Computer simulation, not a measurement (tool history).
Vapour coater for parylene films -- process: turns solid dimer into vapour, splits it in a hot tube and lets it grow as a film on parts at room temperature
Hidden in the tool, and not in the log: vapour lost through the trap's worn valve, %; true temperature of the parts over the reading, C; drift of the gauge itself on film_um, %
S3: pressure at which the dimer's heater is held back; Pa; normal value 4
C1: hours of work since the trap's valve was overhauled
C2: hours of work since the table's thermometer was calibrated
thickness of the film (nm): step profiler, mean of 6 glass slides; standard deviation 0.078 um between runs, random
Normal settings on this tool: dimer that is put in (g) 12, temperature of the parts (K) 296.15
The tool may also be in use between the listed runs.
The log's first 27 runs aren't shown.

Run 28, hour 1382.8: usual settings but dimer that is put in (g) 8, temperature of the parts (K) 295.15, S3 5.79 Pa; C1 154; C2 1196. Result: thickness of the film (nm) 5910.
Run 29, hour 1421.9: usual settings but temperature of the parts (K) 308.15, S3 2.28 Pa; C1 182; C2 1224. Result: thickness of the film (nm) 7300.
Run 30, hour 1494.2: usual settings but dimer that is put in (g) 8, temperature of the parts (K) 293.15, S3 2.91 Pa; C1 233; C2 1275. Result: thickness of the film (nm) 7350.
Run 31, hour 1528: usual settings but dimer that is put in (g) 6, temperature of the parts (K) 298.15, S3 6.02 Pa; C1 258; C2 1300. Result: thickness of the film (nm) 4000.
Run 32, hour 1585.3: usual settings but temperature of the parts (K) 289.15, S3 5.13 Pa; C1 299; C2 1341. Result: thickness of the film (nm) 10960.
Run 33, hour 1622.9: usual settings but temperature of the parts (K) 293.15, S3 3.64 Pa; C1 326; C2 1368. Result: thickness of the film (nm) 10520.
Run 34, hour 1654.9: usual settings but dimer that is put in (g) 18; C1 349; C2 1390. Result: thickness of the film (nm) 14190.
Run 35, hour 1719.5: usual settings but dimer that is put in (g) 18; C1 395; C2 1437. Result: thickness of the film (nm) 14080.
At hour 1753.2: trap's valve overhauled.
At hour 1760: table's thermometer calibrated.
Run 36, hour 1769.9: usual settings but dimer that is put in (g) 5, temperature of the parts (K) 292.15, S3 8.64 Pa; C1 11; C2 7. Result: thickness of the film (nm) 3690.
Run 37, hour 1813.1: usual settings but dimer that is put in (g) 6, temperature of the parts (K) 292.15, S3 4.62 Pa; C1 42; C2 38. Result: thickness of the film (nm) 5170.
Run 38, hour 1854.2: usual settings but dimer that is put in (g) 6, temperature of the parts (K) 290.15, S3 4.62 Pa; C1 72; C2 67. Result: thickness of the film (nm) 5490.
Run 39, hour 1902: usual settings but dimer that is put in (g) 6, temperature of the parts (K) 299.15, S3 5.84 Pa; C1 106; C2 102. Result: thickness of the film (nm) 3850.
Run 40, hour 1947.4: usual settings but dimer that is put in (g) 6, temperature of the parts (K) 299.15, S3 5.84 Pa; C1 138; C2 134. Result: thickness of the film (nm) 3980.
Run 41, hour 2008.6: usual settings but dimer that is put in (g) 6, temperature of the parts (K) 299.15, S3 5.84 Pa; C1 182; C2 178. Result: thickness of the film (nm) 3960.
Run 42, hour 2057: usual settings but dimer that is put in (g) 6, temperature of the parts (K) 299.15, S3 5.84 Pa; C1 217; C2 213. Result: thickness of the film (nm) 3870.
Run 43, hour 2109.6: usual settings but dimer that is put in (g) 21, temperature of the parts (K) 301.15, S3 5.62 Pa; C1 255; C2 250. Result: thickness of the film (nm) 12880.
Run 44, hour 2157.9: usual settings but dimer that is put in (g) 21, temperature of the parts (K) 301.15, S3 5.62 Pa; C1 289; C2 285. Result: thickness of the film (nm) 12850.
Run 45, hour 2192.4: usual settings but dimer that is put in (g) 21, temperature of the parts (K) 301.15, S3 5.62 Pa; C1 314; C2 310. Result: thickness of the film (nm) 12890.
Run 46, hour 2258.9: usual settings but temperature of the parts (K) 297.15, S3 2.07 Pa; C1 361; C2 357. Result: thickness of the film (nm) 10590.

Below are 4 alternative next runs, each starting from the tool's condition after run 46. Predict each:
Run A, hour 2320.1: usual settings but S3 2.7 Pa; C1 405; C2 401. Result: thickness of the film (nm) ?.
Run B, hour 2320.1: usual settings but dimer that is put in (g) 9, temperature of the parts (K) 302.15; C1 405; C2 401. Result: thickness of the film (nm) ?.
Run C, hour 2320.1: usual settings but temperature of the parts (K) 297.15, S3 3.01 Pa; C1 405; C2 401. Result: thickness of the film (nm) ?.
Run D, hour 2320.1: usual settings but dimer that is put in (g) 20; C1 405; C2 401. Result: thickness of the film (nm) ?.

run  thickness of the film (nm)
  A                       10290
  B                        5810
  C                        9680
  D                       15790
What these runs would have given with no unlogged condition in the tool:
run  thickness of the film (nm)
  A                       10360
  B                        5850
  C                        9750
  D                       15900
